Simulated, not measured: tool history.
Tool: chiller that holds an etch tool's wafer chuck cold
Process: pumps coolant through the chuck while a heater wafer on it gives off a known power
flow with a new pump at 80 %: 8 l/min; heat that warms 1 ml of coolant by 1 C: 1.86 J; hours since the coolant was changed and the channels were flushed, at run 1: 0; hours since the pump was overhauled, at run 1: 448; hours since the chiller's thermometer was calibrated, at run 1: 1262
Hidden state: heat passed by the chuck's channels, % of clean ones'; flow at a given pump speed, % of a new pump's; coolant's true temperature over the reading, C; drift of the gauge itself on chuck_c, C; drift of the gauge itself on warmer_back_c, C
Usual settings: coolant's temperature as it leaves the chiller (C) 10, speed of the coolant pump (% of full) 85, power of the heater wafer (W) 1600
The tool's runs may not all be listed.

run,day,coolant's temperature as it leaves the chiller (C),speed of the coolant pump (% of full),power of the heater wafer (W),hours since the coolant was changed and the channels were flushed,hours since the pump was overhauled,hours since the chiller's thermometer was calibrated,chuck's temperature once it has settled (C),how much warmer the coolant comes back (C)
1,0,10,85,1600,0,448,1262,23.8,6.05
2,4.221,10,85,1600,101,549,1363,23.9,6.06
3,10.25,10,85,1600,246,694,1508,23.9,6.11
4,15.508,5,85,1600,372,820,1634,18.8,6.07
5,22.683,5,85,1600,544,992,1806,18.8,6.11
6,27.796,5,85,1600,667,1115,1929,18.8,6.11
7,31.825,5,85,1600,764,1212,2026,18.7,6.11
8,35.679,15,85,1600,856,1304,2118,28.8,6.1
9,42.492,10,85,1600,1020,1468,2282,23.9,6.12
10,48.708,4,85,1600,1169,1617,2431,17.7,6.06
11,55.983,4,85,1600,1344,1791,2606,17.9,6.09
# day 56.338: chiller's thermometer calibrated
12,63.146,4,85,1600,1514,1962,163,18,6.1
13,67.262,4,85,1600,1613,2061,262,17.9,6.15
14,72.204,16,85,991,1732,2180,381,24.7,3.78
15,77.462,1,85,1224,1858,2306,507,11.6,4.75
16,81.517,13,70,1244,1955,2403,604,25.4,5.89
17,89.138,13,70,1244,2138,2586,787,25.5,5.9
18,93.383,13,70,1244,2240,2688,889,25.3,5.91
19,99.558,14,75,1982,2388,2836,1037,32.7,8.67
20,103.754,18,75,1982,2489,2937,1138,36.8,8.73
21,107.133,10,83,1597,2570,3018,1219,24.1,6.27
22,112.3,10,69,999,2694,3142,1343,20.1,4.84

The next listed run, before its measurement:
23,118.758,10,88,1600,2849,3297,1498,?,?

Run 23 gave chuck's temperature once it has settled (C) 23.7, how much warmer the coolant comes back (C) 5.96.
Without the tool's hidden state the same run would have given chuck's temperature once it has settled (C) 23.7, how much warmer the coolant comes back (C) 5.84.
